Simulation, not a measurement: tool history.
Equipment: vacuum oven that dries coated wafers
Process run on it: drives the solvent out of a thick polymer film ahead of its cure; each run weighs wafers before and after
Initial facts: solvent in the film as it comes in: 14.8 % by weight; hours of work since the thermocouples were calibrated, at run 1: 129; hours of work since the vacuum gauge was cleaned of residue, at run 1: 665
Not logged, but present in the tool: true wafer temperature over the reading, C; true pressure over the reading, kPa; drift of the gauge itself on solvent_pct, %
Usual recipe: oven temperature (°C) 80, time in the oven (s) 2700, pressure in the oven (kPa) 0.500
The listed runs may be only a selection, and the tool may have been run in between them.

run,day,oven temperature (°C),time in the oven (s),pressure in the oven (kPa),hours of work since the thermocouples were calibrated,hours of work since the vacuum gauge was cleaned of residue,solvent left in the film (%)
1,0.000,80,2700,0.500,129,665,1.29
2,1.742,80,2700,1.244,150,687,1.79
3,2.658,80,2700,1.244,161,698,1.82
4,3.525,80,2700,1.244,172,709,1.82
5,5.288,80,2700,1.244,194,730,1.82
6,6.412,80,2700,1.244,208,744,1.82
7,7.888,80,2700,0.672,226,762,1.45
8,9.808,80,2700,0.500,249,786,1.32
9,11.292,80,2700,0.500,268,804,1.33
10,12.071,80,2700,0.500,277,814,1.36
11,13.421,90,1680,0.300,294,830,0.97
12,14.512,70,1680,0.381,307,844,5.24
13,15.996,66,2940,0.273,325,862,3.92
14,17.179,66,2940,0.273,340,877,3.86
15,19.012,66,1560,0.273,363,899,6.50
16,20.588,81,1560,0.619,382,919,2.94
17,21.896,81,1560,0.619,398,935,2.92
18,22.746,81,1560,0.619,409,945,2.96
19,24.404,81,2040,0.619,429,966,2.01

Measured minus without-hidden-state, run by run (identical run-to-run variation in each term; gauge scatter may differ):
run,solvent left in the film (%)
1,+0.09
2,+0.10
3,+0.11
4,+0.11
5,+0.11
6,+0.12
7,+0.12
8,+0.12
9,+0.12
10,+0.13
11,+0.09
12,+0.19
13,+0.23
14,+0.23
15,+0.21
16,+0.18
17,+0.18
18,+0.19
19,+0.17
